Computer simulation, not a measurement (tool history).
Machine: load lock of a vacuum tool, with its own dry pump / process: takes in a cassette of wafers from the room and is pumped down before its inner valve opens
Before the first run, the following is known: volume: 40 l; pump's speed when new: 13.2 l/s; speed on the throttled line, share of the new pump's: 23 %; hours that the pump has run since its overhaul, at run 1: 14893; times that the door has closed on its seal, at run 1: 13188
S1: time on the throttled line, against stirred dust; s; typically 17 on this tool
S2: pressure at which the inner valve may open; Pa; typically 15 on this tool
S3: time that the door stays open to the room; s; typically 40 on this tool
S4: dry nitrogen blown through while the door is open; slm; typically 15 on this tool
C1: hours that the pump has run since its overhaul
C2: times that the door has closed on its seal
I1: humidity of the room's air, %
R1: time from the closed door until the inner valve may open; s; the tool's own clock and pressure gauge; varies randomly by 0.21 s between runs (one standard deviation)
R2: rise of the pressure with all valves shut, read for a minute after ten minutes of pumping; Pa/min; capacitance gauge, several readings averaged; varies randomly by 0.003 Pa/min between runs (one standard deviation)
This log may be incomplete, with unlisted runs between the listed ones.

run	hour	S1	S2	S3	S4	C1	C2	I1	R1	R2
1	0.0	17	15	40	15	14893	13188	45.8	42.2	0.331
2	259.1	17	15	40	21	15152	13767	44.0	42.5	0.349
3	473.2	17	15	40	21	15366	14246	41.4	42.5	0.355
# hour 708.4: dry pump taken out, an overhauled one fitted
4	859.5	17	15	40	21	151	15096	44.4	40.0	0.395
5	1250.4	26	15	40	15	542	15970	44.8	46.8	0.428
6	1657.1	17	15	40	24	949	16880	47.0	39.9	0.455
7	1958.9	17	15	40	24	1250	17554	45.5	40.0	0.480
8	2320.3	17	10	40	15	1612	18363	42.7	41.6	0.523
9	2716.7	17	10	40	15	2008	19249	43.8	41.4	0.551
10	3103.6	15	15	40	15	2395	20114	46.8	38.6	0.593
# hour 3448.5: door's seal changed, seat wiped
11	3519.0	17	15	40	16	2809	157	45.9	40.5	0.044
12	3871.9	17	15	40	15	3162	946	44.8	40.5	0.049
13	4105.4	17	15	102	15	3396	1468	42.9	40.0	0.091
14	4476.1	17	16	102	15	3766	2297	44.2	40.4	0.100
15	4666.9	22	24	52	5	3957	2724	45.3	42.8	0.094
16	4882.8	22	24	52	5	4173	3206	44.5	43.1	0.100
17	5238.3	22	24	52	5	4528	4001	46.7	42.8	0.115
18	5598.6	22	15	239	5	4889	4807	42.7	44.1	0.206
19	5887.6	22	15	239	22	5178	5453	45.3	44.8	0.173
20	6170.3	17	25	36	12	5460	6085	45.2	38.8	0.129
21	6400.2	17	20	34	12	5690	6599	44.2	39.8	0.133
22	6721.2	17	20	34	12	6011	7317	45.6	39.6	0.156
23	6928.0	21	20	34	13	6218	7779	46.9	43.0	0.159
24	7329.0	21	20	34	13	6619	8676	47.1	42.7	0.177
25	7730.4	28	15	34	32	7021	9573	45.6	49.1	0.195
26	8072.4	24	15	37	15	7363	10338	42.9	46.8	0.227
27	8403.9	16	21	26	7	7694	11079	46.8	39.1	0.249
28	8795.9	16	21	26	7	8086	11955	46.3	39.2	0.273

Predict each of these 3 candidate next runs independently; none follows another, all start after run 28:
A	9010.7	17	18	40	15	8301	12436	46.6	?	?
B	9010.7	14	19	40	15	8301	12436	43.8	?	?
C	9010.7	12	21	26	11	8301	12436	48.5	?	?

run	R1	R2
A	40.7	0.294
B	37.5	0.285
C	36.4	0.286
With no hidden state in the tool, these same runs would have given:
run	R1	R2
A	39.5	0.043
B	36.4	0.038
C	35.3	0.039
